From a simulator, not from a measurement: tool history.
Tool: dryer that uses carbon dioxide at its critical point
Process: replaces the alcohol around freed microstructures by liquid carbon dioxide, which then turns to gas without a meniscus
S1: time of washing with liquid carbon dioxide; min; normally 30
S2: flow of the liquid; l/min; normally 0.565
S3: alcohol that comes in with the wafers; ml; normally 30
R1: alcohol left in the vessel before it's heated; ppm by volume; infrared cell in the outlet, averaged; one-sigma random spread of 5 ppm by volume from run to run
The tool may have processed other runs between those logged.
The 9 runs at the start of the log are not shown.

| run | day | S1 | S2 | S3 | R1 |
|---|---|---|---|---|---|
| 10 | 4.171 | 30 | 0.565 | 30 | 39 |
| 11 | 4.575 | 30 | 0.565 | 120 | 123 |
| 12 | 5.217 | 30 | 0.565 | 120 | 129 |
| 13 | 5.858 | 30 | 0.565 | 120 | 130 |
| 14 | 6.233 | 30 | 0.565 | 46 | 64 |
| 15 | 6.838 | 30 | 0.737 | 30 | 24 |
|  | 7.162 | inlet filter changed |
| 16 | 7.375 | 30 | 0.737 | 30 | 26 |
| 17 | 7.833 | 30 | 0.765 | 30 | 30 |
| 18 | 8.458 | 30 | 0.565 | 30 | 47 |
| 19 | 9.062 | 38 | 0.541 | 35 | 33 |
| 20 | 9.388 | 38 | 0.541 | 35 | 36 |
| 21 | 10.021 | 28 | 0.362 | 35 | 388 |
| 22 | 10.338 | 28 | 0.860 | 35 | 21 |
| 23 | 10.912 | 41 | 0.776 | 103 | 24 |
| 24 | 11.488 | 30 | 0.592 | 50 | 48 |

Forecast run 25:
| 25 | 12.025 | 30 | 0.592 | 50 | ? |

R1: 57 ppm by volume
With no hidden state in the tool, this same run would have given R1 28 ppm by volume.
